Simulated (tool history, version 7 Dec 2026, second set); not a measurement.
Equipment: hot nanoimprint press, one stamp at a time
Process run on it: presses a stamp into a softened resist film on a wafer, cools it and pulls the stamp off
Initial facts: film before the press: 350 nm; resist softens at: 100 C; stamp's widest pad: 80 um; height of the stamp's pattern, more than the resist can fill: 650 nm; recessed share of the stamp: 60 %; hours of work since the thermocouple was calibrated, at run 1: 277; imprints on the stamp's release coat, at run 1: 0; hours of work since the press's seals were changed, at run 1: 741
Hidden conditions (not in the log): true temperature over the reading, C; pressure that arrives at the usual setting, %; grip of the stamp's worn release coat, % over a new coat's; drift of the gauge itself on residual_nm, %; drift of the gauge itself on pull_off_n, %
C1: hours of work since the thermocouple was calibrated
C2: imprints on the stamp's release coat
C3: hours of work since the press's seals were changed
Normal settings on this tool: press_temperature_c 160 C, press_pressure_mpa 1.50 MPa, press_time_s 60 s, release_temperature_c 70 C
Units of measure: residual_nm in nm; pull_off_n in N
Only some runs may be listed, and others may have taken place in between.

run 1 hour=0.0 | press_temperature_c=160 press_pressure_mpa=1.50 press_time_s=60 release_temperature_c=70 | C1=277 C2=0 C3=741 | residual_nm=145.8 pull_off_n=224
run 2 hour=27.1 | press_temperature_c=160 press_pressure_mpa=1.04 press_time_s=60 release_temperature_c=70 | C1=295 C2=121 C3=760 | residual_nm=170.4 pull_off_n=225
run 3 hour=81.6 | press_temperature_c=160 press_pressure_mpa=1.04 press_time_s=60 release_temperature_c=70 | C1=333 C2=364 C3=797 | residual_nm=170.0 pull_off_n=224
-- hour=89.4 plate thermocouple calibrated
run 4 hour=139.8 | press_temperature_c=160 press_pressure_mpa=1.04 press_time_s=60 release_temperature_c=70 | C1=35 C2=610 C3=835 | residual_nm=169.6 pull_off_n=223
run 5 hour=177.8 | press_temperature_c=160 press_pressure_mpa=1.04 press_time_s=60 release_temperature_c=70 | C1=61 C2=779 C3=861 | residual_nm=169.3 pull_off_n=227
run 6 hour=233.6 | press_temperature_c=160 press_pressure_mpa=1.04 press_time_s=60 release_temperature_c=70 | C1=99 C2=1028 C3=900 | residual_nm=169.5 pull_off_n=231
run 7 hour=281.1 | press_temperature_c=155 press_pressure_mpa=1.50 press_time_s=60 release_temperature_c=70 | C1=132 C2=1240 C3=932 | residual_nm=194.8 pull_off_n=232
-- hour=310.4 press's hydraulic seals changed and the load cell set to zero
run 8 hour=326.5 | press_temperature_c=151 press_pressure_mpa=1.50 press_time_s=60 release_temperature_c=70 | C1=157 C2=1407 C3=11 | residual_nm=237.8 pull_off_n=226
run 9 hour=371.7 | press_temperature_c=151 press_pressure_mpa=1.50 press_time_s=60 release_temperature_c=70 | C1=188 C2=1608 C3=42 | residual_nm=237.6 pull_off_n=223
run 10 hour=424.7 | press_temperature_c=159 press_pressure_mpa=1.50 press_time_s=60 release_temperature_c=70 | C1=225 C2=1844 C3=78 | residual_nm=154.9 pull_off_n=227
run 11 hour=475.3 | press_temperature_c=159 press_pressure_mpa=1.50 press_time_s=116 release_temperature_c=70 | C1=259 C2=2070 C3=113 | residual_nm=117.8 pull_off_n=221
-- hour=491.0 stamp cleaned and given a new release coat
run 12 hour=509.6 | press_temperature_c=155 press_pressure_mpa=1.92 press_time_s=60 release_temperature_c=77 | C1=279 C2=83 C3=133 | residual_nm=176.5 pull_off_n=194
run 13 hour=534.7 | press_temperature_c=155 press_pressure_mpa=1.92 press_time_s=60 release_temperature_c=77 | C1=296 C2=195 C3=150 | residual_nm=177.6 pull_off_n=200
run 14 hour=580.2 | press_temperature_c=171 press_pressure_mpa=1.50 press_time_s=30 release_temperature_c=70 | C1=327 C2=398 C3=181 | residual_nm=104.0 pull_off_n=223

Forecast each of these 3 alternatives for the next run:
-- hour=600.5 plate thermocouple calibrated
run A hour=638.7 | press_temperature_c=161 press_pressure_mpa=0.99 press_time_s=60 release_temperature_c=69 | C1=26 C2=645 C3=219 | residual_nm=? pull_off_n=?
-- hour=600.5 plate thermocouple calibrated
run B hour=638.7 | press_temperature_c=171 press_pressure_mpa=2.22 press_time_s=30 release_temperature_c=70 | C1=26 C2=645 C3=219 | residual_nm=? pull_off_n=?
-- hour=600.5 plate thermocouple calibrated
run C hour=638.7 | press_temperature_c=156 press_pressure_mpa=1.20 press_time_s=88 release_temperature_c=70 | C1=26 C2=645 C3=219 | residual_nm=? pull_off_n=?

run=A residual_nm=163.9 pull_off_n=233
run=B residual_nm=85.8 pull_off_n=222
run=C residual_nm=174.3 pull_off_n=227
Take away the tool's hidden state, keep each run's random variation, and the runs would have read:
run=A residual_nm=163.9 pull_off_n=232
run=B residual_nm=85.8 pull_off_n=221
run=C residual_nm=174.3 pull_off_n=227
